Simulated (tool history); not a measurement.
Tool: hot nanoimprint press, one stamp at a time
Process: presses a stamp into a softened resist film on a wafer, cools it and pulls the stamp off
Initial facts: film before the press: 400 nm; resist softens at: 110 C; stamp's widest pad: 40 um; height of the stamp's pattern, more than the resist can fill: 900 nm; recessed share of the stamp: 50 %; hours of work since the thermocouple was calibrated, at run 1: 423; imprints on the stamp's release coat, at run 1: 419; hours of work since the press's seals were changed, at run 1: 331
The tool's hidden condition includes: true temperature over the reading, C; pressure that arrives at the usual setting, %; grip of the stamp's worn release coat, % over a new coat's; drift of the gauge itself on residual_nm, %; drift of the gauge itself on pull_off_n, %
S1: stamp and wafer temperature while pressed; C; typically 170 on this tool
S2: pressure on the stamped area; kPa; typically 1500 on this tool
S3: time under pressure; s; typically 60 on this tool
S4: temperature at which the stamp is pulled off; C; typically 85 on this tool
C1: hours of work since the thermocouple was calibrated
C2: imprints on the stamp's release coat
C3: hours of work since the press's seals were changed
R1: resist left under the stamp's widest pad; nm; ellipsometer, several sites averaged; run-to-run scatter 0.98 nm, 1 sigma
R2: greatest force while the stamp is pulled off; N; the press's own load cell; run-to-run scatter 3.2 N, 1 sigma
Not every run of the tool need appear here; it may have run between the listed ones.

Run 1, day 0: usual settings; C1 423; C2 419; C3 331. Result: R1 140.7 nm, R2 153 N.
Run 2, day 2.567: usual settings; C1 467; C2 742; C3 375. Result: R1 139.3 nm, R2 148 N.
Run 3, day 5.958: usual settings but S2 1020 kPa; C1 526; C2 1169; C3 434. Result: R1 170.1 nm, R2 152 N.
At day 6.292: plate thermocouple calibrated.
Run 4, day 8.321: usual settings but S4 80 C; C1 35; C2 1450; C3 472. Result: R1 140.5 nm, R2 172 N.
At day 9.9: stamp cleaned and given a new release coat.
Run 5, day 10.212: usual settings but S4 80 C; C1 63; C2 39; C3 501. Result: R1 138.8 nm, R2 169 N.
Run 6, day 12.875: usual settings but S2 2090 kPa; C1 109; C2 374; C3 547. Result: R1 120.2 nm, R2 152 N.
Run 7, day 15.838: usual settings but S1 176 C; C1 161; C2 747; C3 598. Result: R1 96.5 nm, R2 153 N.
At day 18.604: press's hydraulic seals changed and the load cell set to zero.
Run 8, day 19.2: usual settings but S1 176 C; C1 213; C2 1128; C3 10. Result: R1 97 nm, R2 155 N.
Run 9, day 21.229: usual settings; C1 248; C2 1384; C3 45. Result: R1 141.4 nm, R2 151 N.
At day 23.267: stamp cleaned and given a new release coat.
Run 10, day 24.892: usual settings; C1 307; C2 204; C3 104. Result: R1 140.6 nm, R2 151 N.
Run 11, day 26.85: usual settings but S1 178 C; C1 341; C2 450; C3 138. Result: R1 87 nm, R2 153 N.
Run 12, day 29.958: usual settings but S1 178 C; C1 394; C2 842; C3 192. Result: R1 86.7 nm, R2 151 N.
Run 13, day 31.979: usual settings but S1 178 C; C1 429; C2 1096; C3 227. Result: R1 85.7 nm, R2 155 N.
Run 14, day 34.154: usual settings but S1 178 C; C1 467; C2 1370; C3 264. Result: R1 85.8 nm, R2 148 N.
At day 36.292: stamp cleaned and given a new release coat.
Run 15, day 36.767: usual settings but S1 178 C; C1 508; C2 60; C3 305. Result: R1 85.2 nm, R2 156 N.
At day 38.325: plate thermocouple calibrated.
Run 16, day 39.925: usual settings but S1 178 C; C1 28; C2 442; C3 357. Result: R1 86.2 nm, R2 146 N.
Run 17, day 43.275: usual settings but S1 167 C, S3 33 s; C1 85; C2 863; C3 415. Result: R1 211.1 nm, R2 155 N.
Run 18, day 46.812: usual settings but S1 179 C, S2 1710 kPa; C1 147; C2 1309; C3 476. Result: R1 74.8 nm, R2 156 N.
At day 49.392: stamp cleaned and given a new release coat.
Run 19, day 49.792: usual settings but S1 173 C; C1 194; C2 50; C3 524. Result: R1 116.8 nm, R2 148 N.
Run 20, day 51.958: usual settings but S1 180 C, S2 1040 kPa, S4 77 C; C1 231; C2 323; C3 561. Result: R1 91.8 nm, R2 178 N.
Run 21, day 55.825: usual settings but S1 180 C, S2 1640 kPa, S4 74 C; C1 298; C2 809; C3 628. Result: R1 72.3 nm, R2 188 N.
At day 56.721: press's hydraulic seals changed and the load cell set to zero.
Run 22, day 59.979: usual settings but S1 169 C, S2 2340 kPa; C1 364; C2 1290; C3 56. Result: R1 119.9 nm, R2 156 N.
At day 62.846: stamp cleaned and given a new release coat.
Run 23, day 63.629: usual settings but S1 174 C, S2 990 kPa, S3 72 s, S4 87 C; C1 423; C2 99; C3 115. Result: R1 125 nm, R2 149 N.
Run 24, day 65.908: usual settings but S1 174 C, S2 2080 kPa, S3 72 s, S4 93 C; C1 462; C2 386; C3 154. Result: R1 85.7 nm, R2 128 N.
Run 25, day 68.279: usual settings but S1 174 C, S2 2140 kPa, S3 72 s, S4 74 C; C1 503; C2 684; C3 195. Result: R1 83.7 nm, R2 187 N.
At day 69.908: plate thermocouple calibrated.
Run 26, day 70.879: usual settings but S3 46 s, S4 89 C; C1 17; C2 996; C3 238. Result: R1 156.1 nm, R2 139 N.
Run 27, day 74.129: usual settings but S1 164 C, S2 2240 kPa, S4 78 C; C1 73; C2 1405; C3 294. Result: R1 171.1 nm, R2 170 N.
At day 75.967: stamp cleaned and given a new release coat.
Run 28, day 77.796: usual settings but S1 164 C, S2 2240 kPa, S4 78 C; C1 132; C2 230; C3 353. Result: R1 170.5 nm, R2 180 N.
Run 29, day 79.821: usual settings but S1 164 C, S2 1810 kPa, S4 78 C; C1 167; C2 485; C3 388. Result: R1 188.2 nm, R2 170 N.

4 options for the next run, each taken on its own from the tool as it stands now. Forecast them:
Run A, day 81.596: usual settings but S3 90 s; C1 198; C2 708; C3 419. Result: R1 ?, R2 ?.
Run B, day 81.596: usual settings but S1 164 C, S2 1160 kPa, S3 100 s, S4 93 C; C1 198; C2 708; C3 419. Result: R1 ?, R2 ?.
Run C, day 81.596: usual settings but S1 172 C, S3 67 s; C1 198; C2 708; C3 419. Result: R1 ?, R2 ?.
Run D, day 81.596: usual settings but S1 176 C; C1 198; C2 708; C3 419. Result: R1 ?, R2 ?.

run     R1   R2
  A  120.8  152
  B  190.3  131
  C  118.5  153
  D   97.4  151
Stripped of hidden state, with their random variation kept, the same runs would have yielded:
run     R1   R2
  A  120.7  151
  B  190.2  130
  C  118.4  152
  D   97.4  150
